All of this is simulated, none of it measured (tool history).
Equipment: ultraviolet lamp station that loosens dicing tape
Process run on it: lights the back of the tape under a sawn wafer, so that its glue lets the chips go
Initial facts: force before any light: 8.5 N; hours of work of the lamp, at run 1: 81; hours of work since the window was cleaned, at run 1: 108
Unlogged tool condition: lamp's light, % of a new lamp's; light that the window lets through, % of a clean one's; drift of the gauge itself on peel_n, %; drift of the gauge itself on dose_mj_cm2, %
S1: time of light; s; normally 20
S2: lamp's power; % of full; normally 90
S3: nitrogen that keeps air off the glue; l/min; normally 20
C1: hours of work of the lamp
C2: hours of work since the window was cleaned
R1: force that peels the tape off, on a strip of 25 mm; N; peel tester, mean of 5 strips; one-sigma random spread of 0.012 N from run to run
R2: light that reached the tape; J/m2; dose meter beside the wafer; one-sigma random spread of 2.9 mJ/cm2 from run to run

{"run": 1, "hour": 0.0, "S1": 20, "S2": 90, "S3": 20, "C1": 81, "C2": 108, "R1": 0.62, "R2": 3930}
{"run": 2, "hour": 25.4, "S1": 20, "S2": 90, "S3": 20, "C1": 94, "C2": 122, "R1": 0.623, "R2": 3890}
{"run": 3, "hour": 67.2, "S1": 20, "S2": 90, "S3": 20, "C1": 117, "C2": 144, "R1": 0.662, "R2": 3810}
{"run": 4, "hour": 93.8, "S1": 20, "S2": 90, "S3": 20, "C1": 132, "C2": 159, "R1": 0.667, "R2": 3780}
{"run": 5, "hour": 132.9, "S1": 20, "S2": 90, "S3": 20, "C1": 153, "C2": 180, "R1": 0.671, "R2": 3730}
{"run": 6, "hour": 166.3, "S1": 21, "S2": 90, "S3": 20, "C1": 171, "C2": 198, "R1": 0.64, "R2": 3850}
{"run": 7, "hour": 189.6, "S1": 20, "S2": 90, "S3": 28, "C1": 184, "C2": 211, "R1": 0.547, "R2": 3630}
{"hour": 192.4, "done": "window cleaned of glue's vapour"}
{"run": 8, "hour": 228.2, "S1": 20, "S2": 66, "S3": 40, "C1": 205, "C2": 20, "R1": 0.884, "R2": 2610}
{"run": 9, "hour": 274.3, "S1": 27, "S2": 73, "S3": 8, "C1": 230, "C2": 45, "R1": 1.335, "R2": 3780}

Run 10, settings as shown, results not yet in. Your forecast:
{"run": 10, "hour": 302.1, "S1": 36, "S2": 90, "S3": 10, "C1": 245, "C2": 60, "R1": "?", "R2": "?"}

{"run 10": {"R1": 0.434, "R2": 6150}}
With the hidden condition absent and the run-to-run variation left alone, this run would have shown R1 0.300 N, R2 7430 J/m2.
